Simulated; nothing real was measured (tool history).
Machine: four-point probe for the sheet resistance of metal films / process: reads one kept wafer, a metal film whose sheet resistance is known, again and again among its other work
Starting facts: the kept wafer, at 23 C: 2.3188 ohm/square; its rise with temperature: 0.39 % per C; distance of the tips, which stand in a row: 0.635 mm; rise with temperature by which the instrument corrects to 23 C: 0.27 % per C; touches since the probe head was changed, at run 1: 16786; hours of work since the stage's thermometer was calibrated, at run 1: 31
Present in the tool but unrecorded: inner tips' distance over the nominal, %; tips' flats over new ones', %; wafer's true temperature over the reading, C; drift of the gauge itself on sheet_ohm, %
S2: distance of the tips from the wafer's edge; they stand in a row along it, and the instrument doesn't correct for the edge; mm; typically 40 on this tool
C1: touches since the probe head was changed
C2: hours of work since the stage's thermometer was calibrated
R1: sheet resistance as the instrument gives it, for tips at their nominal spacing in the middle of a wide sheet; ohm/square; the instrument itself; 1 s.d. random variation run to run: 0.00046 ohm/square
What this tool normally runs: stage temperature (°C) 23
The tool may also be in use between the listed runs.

Run 1, hour 0.0: usual settings; C1 16786; C2 31. Result: R1 2.321205 ohm/square.
Run 2, hour 69.1: usual settings; C1 18274; C2 62. Result: R1 2.321875 ohm/square.
Run 3, hour 157.1: usual settings but S2 66 mm; C1 20171; C2 101. Result: R1 2.322231 ohm/square.
Run 4, hour 194.3: usual settings but S2 66 mm; C1 20972; C2 118. Result: R1 2.322740 ohm/square.
Run 5, hour 244.2: usual settings but S2 20 mm; C1 22048; C2 140. Result: R1 2.324425 ohm/square.
Run 6, hour 306.4: usual settings but S2 20 mm; C1 23388; C2 168. Result: R1 2.323715 ohm/square.
Run 7, hour 380.5: usual settings but S2 20 mm; C1 24982; C2 201. Result: R1 2.324368 ohm/square.
Run 8, hour 453.3: usual settings but stage temperature (°C) 20; C1 26552; C2 234. Result: R1 2.314562 ohm/square.
Run 9, hour 538.3: usual settings but stage temperature (°C) 20; C1 28384; C2 272. Result: R1 2.314980 ohm/square.
Run 10, hour 623.3: usual settings; C1 30214; C2 310. Result: R1 2.324525 ohm/square.
Run 11, hour 659.2: usual settings but S2 42 mm; C1 30988; C2 326. Result: R1 2.323928 ohm/square.
Run 12, hour 703.2: usual settings but stage temperature (°C) 25; C1 31936; C2 346. Result: R1 2.330027 ohm/square.
Run 13, hour 773.3: usual settings but S2 9 mm; C1 33446; C2 377. Result: R1 2.330690 ohm/square.
Run 14, hour 860.7: usual settings but S2 7 mm; C1 35328; C2 417. Result: R1 2.335223 ohm/square.
Run 15, hour 917.5: usual settings but stage temperature (°C) 35, S2 7 mm; C1 36552; C2 442. Result: R1 2.367484 ohm/square.
Run 16, hour 970.1: usual settings; C1 37686; C2 466. Result: R1 2.326142 ohm/square.
Run 17, hour 1023.5: usual settings but S2 28 mm; C1 38835; C2 490. Result: R1 2.326539 ohm/square.
Run 18, hour 1069.8: usual settings; C1 39833; C2 511. Result: R1 2.326521 ohm/square.
Run 19, hour 1115.7: usual settings but stage temperature (°C) 29; C1 40822; C2 531. Result: R1 2.343283 ohm/square.
Run 20, hour 1162.4: usual settings but stage temperature (°C) 29; C1 41827; C2 552. Result: R1 2.342887 ohm/square.
Run 21, hour 1241.4: usual settings; C1 43529; C2 587. Result: R1 2.326734 ohm/square.
Run 22, hour 1300.9: usual settings; C1 44812; C2 614. Result: R1 2.328050 ohm/square.
Run 23, hour 1343.0: usual settings; C1 45719; C2 633. Result: R1 2.327565 ohm/square.
Run 24, hour 1380.2: usual settings but stage temperature (°C) 31, S2 8 mm; C1 46520; C2 650. Result: R1 2.356825 ohm/square.
Run 25, hour 1434.2: usual settings but S2 19 mm; C1 47683; C2 674. Result: R1 2.329091 ohm/square.
Run 26, hour 1496.2: usual settings but stage temperature (°C) 25, S2 65 mm; C1 49019; C2 702. Result: R1 2.333740 ohm/square.
Run 27, hour 1566.2: usual settings but stage temperature (°C) 24, S2 6 mm; C1 50528; C2 733. Result: R1 2.345066 ohm/square.
Run 28, hour 1647.4: usual settings but stage temperature (°C) 24, S2 6 mm; C1 52278; C2 770. Result: R1 2.345175 ohm/square.
Run 29, hour 1700.6: usual settings but S2 34 mm; C1 53423; C2 794. Result: R1 2.329629 ohm/square.
Run 30, hour 1757.7: usual settings but S2 34 mm; C1 54654; C2 819. Result: R1 2.329409 ohm/square.
Run 31, hour 1814.1: usual settings but stage temperature (°C) 21, S2 3 mm; C1 55869; C2 844. Result: R1 2.378405 ohm/square.
Run 32, hour 1880.6: usual settings but stage temperature (°C) 21, S2 3 mm; C1 57301; C2 874. Result: R1 2.379224 ohm/square.
Run 33, hour 1936.1: usual settings but stage temperature (°C) 21, S2 3 mm; C1 58497; C2 899. Result: R1 2.378691 ohm/square.
Run 34, hour 1985.5: usual settings but stage temperature (°C) 19, S2 4 mm; C1 59561; C2 921. Result: R1 2.349716 ohm/square.
Run 35, hour 2074.3: usual settings but stage temperature (°C) 24, S2 64 mm; C1 61474; C2 961. Result: R1 2.333014 ohm/square.
Run 36, hour 2152.9: usual settings but stage temperature (°C) 24, S2 64 mm; C1 63168; C2 996. Result: R1 2.333736 ohm/square.
Run 37, hour 2196.8: usual settings but stage temperature (°C) 26, S2 41 mm; C1 64114; C2 1016. Result: R1 2.339624 ohm/square.
Run 38, hour 2239.6: usual settings but stage temperature (°C) 20; C1 65034; C2 1035. Result: R1 2.324222 ohm/square.
Run 39, hour 2286.8: usual settings but stage temperature (°C) 20; C1 66051; C2 1057. Result: R1 2.323266 ohm/square.
Run 40, hour 2350.1: usual settings but S2 6 mm; C1 67415; C2 1085. Result: R1 2.345757 ohm/square.
Run 41, hour 2409.9: usual settings but S2 48 mm; C1 68704; C2 1112. Result: R1 2.332380 ohm/square.
Run 42, hour 2464.1: usual settings but S2 48 mm; C1 69870; C2 1136. Result: R1 2.332530 ohm/square.
Run 43, hour 2520.1: usual settings but S2 48 mm; C1 71078; C2 1161. Result: R1 2.332663 ohm/square.
Run 44, hour 2606.4: usual settings but stage temperature (°C) 34, S2 4 mm; C1 72937; C2 1200. Result: R1 2.394109 ohm/square.
Run 45, hour 2664.8: usual settings but stage temperature (°C) 34, S2 4 mm; C1 74196; C2 1226. Result: R1 2.395205 ohm/square.

Consider 3 possible next runs. They are alternatives, not a sequence: every one starts from the tool as it was left by run 45. What does each give?
Run A, hour 2729.4: usual settings but stage temperature (°C) 22, S2 3 mm; C1 75588; C2 1255. Result: R1 ?.
Run B, hour 2729.4: usual settings but S2 34 mm; C1 75588; C2 1255. Result: R1 ?.
Run C, hour 2729.4: usual settings but stage temperature (°C) 19, S2 6 mm; C1 75588; C2 1255. Result: R1 ?.

run        R1
  A  2.385041
  B  2.334807
  C  2.335814
What these runs would have given with no unlogged condition in the tool:
run        R1
  A  2.370078
  B  2.320114
  C  2.321170
